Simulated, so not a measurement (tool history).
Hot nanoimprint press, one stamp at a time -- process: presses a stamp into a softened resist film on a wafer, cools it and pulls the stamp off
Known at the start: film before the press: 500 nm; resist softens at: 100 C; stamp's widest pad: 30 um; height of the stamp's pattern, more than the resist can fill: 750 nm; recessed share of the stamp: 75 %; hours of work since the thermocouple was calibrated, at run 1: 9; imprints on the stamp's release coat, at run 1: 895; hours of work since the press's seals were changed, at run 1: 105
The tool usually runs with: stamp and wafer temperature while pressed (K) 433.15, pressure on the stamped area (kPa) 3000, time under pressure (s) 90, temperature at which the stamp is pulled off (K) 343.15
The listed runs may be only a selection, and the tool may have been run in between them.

run    day  stamp and wafer temperature while pressed (K)  pressure on the stamped area (kPa)  time under pressure (s)  temperature at which the stamp is pulled off (K)  hours of work since the thermocouple was calibrated  imprints on the stamp's release coat  hours of work since the press's seals were changed  resist left under the stamp's widest pad (Å)  greatest force while the stamp is pulled off (N)
  1      0                                         433.15                                3000                       90                                            343.15                                                    9                                   895                                                 105                                          2769                                               105
  2  0.375                                         433.15                                3000                       90                                            350.15                                                   15                                   935                                                 111                                          2765                                               103
  3    0.7                                         433.15                                3000                       90                                            350.15                                                   20                                   969                                                 116                                          2759                                               102
     0.975  -- stamp cleaned and given a new release coat
  4  1.283                                         433.15                                3000                       90                                            350.15                                                   25                                    32                                                 122                                          2790                                                98
  5  1.658                                         433.15                                3000                       90                                            350.15                                                   31                                    72                                                 128                                          2777                                                98
  6  1.854                                         433.15                                3000                       90                                            343.15                                                   34                                    93                                                 131                                          2770                                               106
  7  2.079                                         433.15                                3000                       90                                            343.15                                                   38                                   117                                                 134                                          2769                                               106
  8  2.429                                         433.15                                3000                       90                                            343.15                                                   43                                   154                                                 140                                          2767                                               106
  9  2.779                                         433.15                                3000                       90                                            344.15                                                   49                                   191                                                 146                                          2780                                               103
 10  2.962                                         433.15                                3000                       90                                            344.15                                                   52                                   211                                                 148                                          2796                                               102
 11  3.367                                         433.15                                3000                       90                                            349.15                                                   59                                   254                                                 155                                          2774                                               102
 12  3.675                                         433.15                                3000                       90                                            349.15                                                   63                                   287                                                 160                                          2779                                               102
 13      4                                         433.15                                3000                       90                                            349.15                                                   69                                   321                                                 165                                          2783                                               100
 14  4.412                                         433.15                                3000                       90                                            339.15                                                   75                                   365                                                 172                                          2765                                               115
 15  4.604                                         433.15                                3000                       90                                            339.15                                                   78                                   385                                                 175                                          2795                                               110
 16      5                                         433.15                                3000                       56                                            343.15                                                   85                                   427                                                 181                                          3222                                               106
 17  5.217                                         433.15                                3740                       56                                            343.15                                                   88                                   450                                                 185                                          3017                                               105
 18  5.588                                         433.15                                3740                       56                                            343.15                                                   94                                   490                                                 191                                          3009                                               107
 19  5.817                                         433.15                                2260                       56                                            343.15                                                   98                                   514                                                 194                                          3496                                               105
 20  6.138                                         433.15                                2010                       46                                            343.15                                                  103                                   548                                                 199                                          3776                                               109
 21  6.383                                         433.15                                1980                       90                                            341.15                                                  107                                   574                                                 203                                          3186                                               109
 22  6.638                                         433.15                                3940                       67                                            343.15                                                  111                                   601                                                 207                                          2798                                               107
 23  7.004                                         432.15                                3940                       67                                            343.15                                                  117                                   640                                                 213                                          2885                                               108
 24  7.388                                         433.15                                3090                       48                                            334.15                                                  123                                   681                                                 219                                          3336                                               115
 25  7.583                                         438.15                                1850                       90                                            343.15                                                  126                                   702                                                 222                                          2752                                               106
 26  7.808                                         438.15                                1850                       90                                            343.15                                                  130                                   725                                                 226                                          2765                                               106
 27  8.075                                         438.15                                3140                       90                                            343.15                                                  134                                   754                                                 230                                          2256                                               105
 28  8.362                                         441.15                                3000                      109                                            338.15                                                  139                                   785                                                 235                                          1875                                               111
 29  8.646                                         424.15                                2590                      115                                            345.15                                                  143                                   815                                                 240                                          3675                                               105
 30  9.046                                         422.15                                3000                      173                                            343.15                                                  149                                   857                                                 246                                          3403                                               107
 31  9.246                                         422.15                                3000                      173                                            343.15                                                  153                                   878                                                 249                                          3416                                               106

Below are 3 alternative next runs, each starting from the tool's condition after run 31. Predict each:
  A  9.488                                         422.15                                3000                       90                                            343.15                                                  157                                   904                                                 253                                             ?                                                 ?
  B  9.488                                         424.15                                3060                       97                                            343.15                                                  157                                   904                                                 253                                             ?                                                 ?
  C  9.488                                         443.15                                3000                       90                                            343.15                                                  157                                   904                                                 253                                             ?                                                 ?

run  resist left under the stamp's widest pad (Å)  greatest force while the stamp is pulled off (N)
  A                                          3965                                               108
  B                                          3681                                               107
  C                                          1881                                               109
Without the tool's unlogged condition, the same runs would have read:
run  resist left under the stamp's widest pad (Å)  greatest force while the stamp is pulled off (N)
  A                                          3960                                               107
  B                                          3676                                               105
  C                                          1877                                               108
